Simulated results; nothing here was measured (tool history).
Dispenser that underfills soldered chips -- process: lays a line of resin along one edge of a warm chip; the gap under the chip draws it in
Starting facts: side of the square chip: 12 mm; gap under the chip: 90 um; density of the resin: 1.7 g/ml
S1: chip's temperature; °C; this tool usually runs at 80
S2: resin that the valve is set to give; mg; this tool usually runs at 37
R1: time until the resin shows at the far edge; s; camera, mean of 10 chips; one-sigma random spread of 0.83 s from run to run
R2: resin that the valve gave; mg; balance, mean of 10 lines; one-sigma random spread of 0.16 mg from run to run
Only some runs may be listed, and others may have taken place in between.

{"run": 1, "hour": 0.0, "S1": 80, "S2": 37, "R1": 117.9, "R2": 36.06}
{"run": 2, "hour": 5.6, "S1": 80, "S2": 38.6, "R1": 173.4, "R2": 37.31}
{"hour": 9.9, "done": "new syringe of resin"}
{"run": 3, "hour": 13.7, "S1": 80, "S2": 37, "R1": 98.1, "R2": 35.84}
{"run": 4, "hour": 21.7, "S1": 92, "S2": 37, "R1": 102.7, "R2": 35.79}
{"hour": 26.9, "done": "new syringe of resin"}
{"run": 5, "hour": 27.4, "S1": 80, "S2": 38.3, "R1": 77.8, "R2": 36.8}
{"run": 6, "hour": 31.5, "S1": 80, "S2": 38.3, "R1": 101.6, "R2": 36.9}
{"run": 7, "hour": 38.1, "S1": 80, "S2": 38.3, "R1": 159.6, "R2": 36.95}
{"hour": 43.8, "done": "new syringe of resin"}
{"run": 8, "hour": 47.4, "S1": 80, "S2": 38.3, "R1": 98.1, "R2": 36.58}
{"hour": 50.4, "done": "dispensing valve cleaned and set on the balance"}
{"run": 9, "hour": 54.9, "S1": 80, "S2": 38.3, "R1": 148.4, "R2": 38.4}
{"run": 10, "hour": 59.9, "S1": 80, "S2": 37.5, "R1": 202.6, "R2": 37.43}
{"hour": 61.5, "done": "new syringe of resin"}
{"run": 11, "hour": 70.0, "S1": 92, "S2": 37, "R1": 83.6, "R2": 36.68}
{"hour": 77.9, "done": "new syringe of resin"}
{"run": 12, "hour": 78.6, "S1": 80, "S2": 45.8, "R1": 80.6, "R2": 45.59}
{"run": 13, "hour": 82.6, "S1": 80, "S2": 45.8, "R1": 103.8, "R2": 45.06}
{"hour": 86.1, "done": "stage's temperature calibrated"}
{"run": 14, "hour": 90.2, "S1": 80, "S2": 45.8, "R1": 156.3, "R2": 45.12}
{"hour": 95.5, "done": "new syringe of resin"}
{"run": 15, "hour": 96.4, "S1": 80, "S2": 45.8, "R1": 79.7, "R2": 45.4}
{"run": 16, "hour": 101.7, "S1": 80, "S2": 33.1, "R1": 117.4, "R2": 32.49}
{"run": 17, "hour": 111.0, "S1": 80, "S2": 33.1, "R1": 213.5, "R2": 32.43}
{"hour": 112.1, "done": "new syringe of resin"}
{"run": 18, "hour": 118.4, "S1": 72, "S2": 40.9, "R1": 160.3, "R2": 39.93}

Run 19 has not been measured yet. What should we expect?
{"run": 19, "hour": 123.7, "S1": 90, "S2": 35.8, "R1": "?", "R2": "?"}

Run 19 produced R1 108.6 s, R2 34.78 mg.
The same run, on a tool lacking any hidden state, would have yielded R1 51.6 s, R2 35.76 mg.
